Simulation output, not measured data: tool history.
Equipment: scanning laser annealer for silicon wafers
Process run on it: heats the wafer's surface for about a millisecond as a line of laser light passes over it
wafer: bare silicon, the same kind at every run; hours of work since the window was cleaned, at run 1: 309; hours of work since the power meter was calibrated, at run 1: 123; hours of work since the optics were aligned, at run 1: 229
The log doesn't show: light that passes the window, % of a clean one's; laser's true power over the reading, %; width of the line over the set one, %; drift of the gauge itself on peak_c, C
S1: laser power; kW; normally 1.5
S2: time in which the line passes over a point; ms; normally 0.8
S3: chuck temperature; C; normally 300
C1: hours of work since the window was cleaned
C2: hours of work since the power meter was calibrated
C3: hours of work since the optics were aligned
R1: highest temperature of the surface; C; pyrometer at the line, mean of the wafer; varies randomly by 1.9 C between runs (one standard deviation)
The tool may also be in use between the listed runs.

run 1 hour=0 | S1=1.5 S2=0.8 S3=300 | C1=309 C2=123 C3=229 | R1=1103
run 2 hour=11.9 | S1=1.5 S2=0.8 S3=300 | C1=318 C2=131 C3=238 | R1=1099
run 3 hour=23.3 | S1=1.5 S2=0.8 S3=300 | C1=326 C2=139 C3=246 | R1=1097
run 4 hour=35.3 | S1=1.5 S2=0.8 S3=300 | C1=334 C2=148 C3=255 | R1=1098
run 5 hour=47.2 | S1=1.5 S2=0.8 S3=300 | C1=343 C2=156 C3=263 | R1=1096
run 6 hour=55.6 | S1=1.5 S2=0.8 S3=280 | C1=349 C2=162 C3=269 | R1=1078
run 7 hour=64.7 | S1=1.5 S2=0.8 S3=280 | C1=355 C2=169 C3=276 | R1=1080
run 8 hour=75.4 | S1=1.5 S2=0.8 S3=328 | C1=363 C2=177 C3=283 | R1=1127
run 9 hour=89.2 | S1=1.5 S2=0.8 S3=328 | C1=373 C2=187 C3=293 | R1=1127
run 10 hour=102.9 | S1=1.5 S2=0.761 S3=328 | C1=383 C2=196 C3=303 | R1=1112
run 11 hour=114.2 | S1=1.5 S2=0.607 S3=276 | C1=391 C2=204 C3=311 | R1=983
run 12 hour=125.9 | S1=1.5 S2=0.601 S3=276 | C1=399 C2=213 C3=319 | R1=982
run 13 hour=133.5 | S1=1.5 S2=0.601 S3=276 | C1=405 C2=218 C3=325 | R1=981
-- hour=137.4 window over the wafer cleaned
run 14 hour=148.9 | S1=1.5 S2=0.601 S3=276 | C1=8 C2=228 C3=334 | R1=983
run 15 hour=156 | S1=1.5 S2=0.601 S3=276 | C1=13 C2=233 C3=339 | R1=980
run 16 hour=165.3 | S1=1.504 S2=0.8 S3=300 | C1=20 C2=239 C3=346 | R1=1099
run 17 hour=174.4 | S1=1.5 S2=0.916 S3=292 | C1=26 C2=246 C3=352 | R1=1140
run 18 hour=186.5 | S1=1.5 S2=0.916 S3=292 | C1=35 C2=255 C3=361 | R1=1140
run 19 hour=198.6 | S1=1.5 S2=0.672 S3=286 | C1=44 C2=263 C3=370 | R1=1027
run 20 hour=209.7 | S1=1.276 S2=0.636 S3=286 | C1=52 C2=271 C3=378 | R1=898

Here are 5 independent what-if runs from the current tool condition. What would each one return?
run A hour=219.9 | S1=1.276 S2=0.636 S3=328 | C1=59 C2=278 C3=385 | R1=?
run B hour=219.9 | S1=1.5 S2=0.886 S3=293 | C1=59 C2=278 C3=385 | R1=?
run C hour=219.9 | S1=1.281 S2=0.806 S3=320 | C1=59 C2=278 C3=385 | R1=?
run D hour=219.9 | S1=1.5 S2=0.646 S3=284 | C1=59 C2=278 C3=385 | R1=?
run E hour=219.9 | S1=1.579 S2=0.636 S3=289 | C1=59 C2=278 C3=385 | R1=?

run=A R1=944
run=B R1=1129
run=C R1=999
run=D R1=1008
run=E R1=1050
The same runs, with their run-to-run variation unchanged, on a tool lacking any hidden condition would have given:
run=A R1=944
run=B R1=1129
run=C R1=999
run=D R1=1008
run=E R1=1050

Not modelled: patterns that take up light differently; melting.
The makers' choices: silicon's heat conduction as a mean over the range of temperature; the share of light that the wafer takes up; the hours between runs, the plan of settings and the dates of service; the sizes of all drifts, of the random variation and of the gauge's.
